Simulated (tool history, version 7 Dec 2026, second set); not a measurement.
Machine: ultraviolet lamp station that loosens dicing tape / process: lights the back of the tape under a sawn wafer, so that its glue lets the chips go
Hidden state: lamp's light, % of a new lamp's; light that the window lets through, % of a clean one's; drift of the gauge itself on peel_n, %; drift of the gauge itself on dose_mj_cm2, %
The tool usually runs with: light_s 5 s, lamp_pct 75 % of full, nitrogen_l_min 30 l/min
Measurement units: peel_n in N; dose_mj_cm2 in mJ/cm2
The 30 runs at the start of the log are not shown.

run,hour,light_s,lamp_pct,nitrogen_l_min,hours of work of the lamp,hours of work since the window was cleaned,peel_n,dose_mj_cm2
31,588.6,9,62,44,531,299,0.321,379
32,603.5,9,62,44,543,310,0.316,380
33,627.3,3,79,28,560,328,2.029,163
34,646.2,3,79,28,575,342,2.008,161
35,672.8,5,96,11,595,362,1.050,330
36,696.7,2,91,39,612,380,2.541,123
37,726.6,2,84,32,635,402,3.063,114
38,744.5,5,75,30,648,416,0.768,257
39,760.1,6,99,10,660,427,0.725,407
40,772.5,5,90,17,669,437,0.854,303
41,788.8,5,90,17,681,449,0.828,309
42,812.1,5,84,30,699,466,0.623,289
43,829.4,5,84,30,712,479,0.652,287

Alternative continuations, all from the tool just after run 43; predict every row:
A,857.9,5,75,30,733,501,?,?
B,857.9,2,84,10,733,501,?,?
C,857.9,5,65,28,733,501,?,?
D,857.9,6,83,30,733,501,?,?

run,peel_n,dose_mj_cm2
A,0.787,256
B,4.827,116
C,1.122,227
D,0.450,334
With the hidden condition removed and each run's random variation left untouched, the same runs would have given:
run,peel_n,dose_mj_cm2
A,0.781,257
B,4.812,116
C,1.114,227
D,0.447,335
